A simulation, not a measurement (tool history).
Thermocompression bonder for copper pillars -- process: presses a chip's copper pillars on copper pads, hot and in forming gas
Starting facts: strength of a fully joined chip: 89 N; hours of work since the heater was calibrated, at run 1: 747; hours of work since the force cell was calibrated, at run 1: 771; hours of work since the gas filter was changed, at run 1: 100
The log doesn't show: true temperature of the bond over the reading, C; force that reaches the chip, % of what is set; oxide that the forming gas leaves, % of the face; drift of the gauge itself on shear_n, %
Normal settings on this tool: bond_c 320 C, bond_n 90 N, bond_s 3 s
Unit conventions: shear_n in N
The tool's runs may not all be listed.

| run | hour | bond_c | bond_n | bond_s | hours of work since the heater was calibrated | hours of work since the force cell was calibrated | hours of work since the gas filter was changed | shear_n |
|---|---|---|---|---|---|---|---|---|
| 1 | 0 | 320 | 90 | 3 | 747 | 771 | 100 | 57.4 |
| 2 | 54.7 | 320 | 90 | 3 | 773 | 798 | 126 | 57 |
| 3 | 99.3 | 320 | 90 | 3 | 795 | 820 | 148 | 57 |
| 4 | 131.5 | 320 | 90 | 3 | 811 | 835 | 164 | 57.3 |
| 5 | 187.3 | 320 | 90 | 3 | 838 | 863 | 191 | 57.6 |
| 6 | 215.2 | 292 | 90 | 3 | 851 | 876 | 205 | 46.4 |
|  | 225.2 | heater calibrated with a thermocouple chip |
| 7 | 276 | 342 | 98 | 2 | 25 | 905 | 233 | 63.6 |

Run 8 comes next. What will it give?
| 8 | 309.7 | 342 | 130 | 2 | 41 | 921 | 250 | ? |

{"run 8": {"shear_n": 70}}
With the hidden condition absent and the run-to-run variation left alone, this run would have shown shear_n 65.9 N.

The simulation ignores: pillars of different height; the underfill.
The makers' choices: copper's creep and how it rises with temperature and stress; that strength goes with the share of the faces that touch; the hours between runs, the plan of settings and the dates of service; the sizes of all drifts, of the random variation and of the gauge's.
